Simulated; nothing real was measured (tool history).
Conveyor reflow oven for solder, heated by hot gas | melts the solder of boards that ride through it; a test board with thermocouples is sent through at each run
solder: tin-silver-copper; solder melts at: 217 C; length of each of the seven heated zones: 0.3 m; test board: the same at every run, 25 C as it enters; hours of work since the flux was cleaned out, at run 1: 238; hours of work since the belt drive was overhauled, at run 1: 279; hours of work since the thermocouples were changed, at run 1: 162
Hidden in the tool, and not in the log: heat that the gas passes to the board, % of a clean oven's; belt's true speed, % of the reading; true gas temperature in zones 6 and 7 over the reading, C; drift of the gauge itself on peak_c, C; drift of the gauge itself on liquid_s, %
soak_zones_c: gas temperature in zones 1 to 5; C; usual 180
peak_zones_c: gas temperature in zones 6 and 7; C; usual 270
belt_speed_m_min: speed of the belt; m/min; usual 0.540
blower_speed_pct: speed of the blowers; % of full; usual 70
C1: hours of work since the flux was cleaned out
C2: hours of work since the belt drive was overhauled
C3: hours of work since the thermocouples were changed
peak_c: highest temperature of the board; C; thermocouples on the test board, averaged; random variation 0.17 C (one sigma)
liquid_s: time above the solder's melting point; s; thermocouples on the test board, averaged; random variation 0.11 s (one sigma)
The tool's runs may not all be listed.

{"run": 1, "hour": 0.0, "soak_zones_c": 180, "peak_zones_c": 270, "belt_speed_m_min": 0.54, "blower_speed_pct": 70, "C1": 238, "C2": 279, "C3": 162, "peak_c": 252.7, "liquid_s": 51.9}
{"run": 2, "hour": 12.4, "soak_zones_c": 180, "peak_zones_c": 270, "belt_speed_m_min": 0.54, "blower_speed_pct": 70, "C1": 243, "C2": 285, "C3": 168, "peak_c": 252.8, "liquid_s": 52.0}
{"run": 3, "hour": 26.2, "soak_zones_c": 180, "peak_zones_c": 270, "belt_speed_m_min": 0.54, "blower_speed_pct": 70, "C1": 250, "C2": 291, "C3": 175, "peak_c": 252.5, "liquid_s": 52.0}
{"hour": 39.1, "done": "flux residue cleaned out of gas plates and filters"}
{"run": 4, "hour": 45.2, "soak_zones_c": 180, "peak_zones_c": 270, "belt_speed_m_min": 0.54, "blower_speed_pct": 70, "C1": 3, "C2": 298, "C3": 181, "peak_c": 253.8, "liquid_s": 53.0}
{"run": 5, "hour": 58.2, "soak_zones_c": 177, "peak_zones_c": 270, "belt_speed_m_min": 0.54, "blower_speed_pct": 70, "C1": 9, "C2": 304, "C3": 187, "peak_c": 253.5, "liquid_s": 51.6}
{"run": 6, "hour": 68.4, "soak_zones_c": 180, "peak_zones_c": 270, "belt_speed_m_min": 0.608, "blower_speed_pct": 70, "C1": 14, "C2": 309, "C3": 192, "peak_c": 249.8, "liquid_s": 43.9}
{"run": 7, "hour": 81.8, "soak_zones_c": 180, "peak_zones_c": 270, "belt_speed_m_min": 0.608, "blower_speed_pct": 70, "C1": 20, "C2": 315, "C3": 198, "peak_c": 249.7, "liquid_s": 43.8}
{"run": 8, "hour": 92.7, "soak_zones_c": 180, "peak_zones_c": 270, "belt_speed_m_min": 0.608, "blower_speed_pct": 70, "C1": 25, "C2": 320, "C3": 203, "peak_c": 249.8, "liquid_s": 43.8}
{"run": 9, "hour": 104.7, "soak_zones_c": 180, "peak_zones_c": 270, "belt_speed_m_min": 0.608, "blower_speed_pct": 70, "C1": 31, "C2": 326, "C3": 209, "peak_c": 249.5, "liquid_s": 43.9}

The next listed run, before its measurement:
{"run": 10, "hour": 114.2, "soak_zones_c": 177, "peak_zones_c": 264, "belt_speed_m_min": 0.54, "blower_speed_pct": 70, "C1": 35, "C2": 330, "C3": 213, "peak_c": "?", "liquid_s": "?"}

Run 10 gave peak_c 247.8 C, liquid_s 48.2 s.
Without the tool's hidden state the same run would have given peak_c 248.9 C, liquid_s 48.7 s.

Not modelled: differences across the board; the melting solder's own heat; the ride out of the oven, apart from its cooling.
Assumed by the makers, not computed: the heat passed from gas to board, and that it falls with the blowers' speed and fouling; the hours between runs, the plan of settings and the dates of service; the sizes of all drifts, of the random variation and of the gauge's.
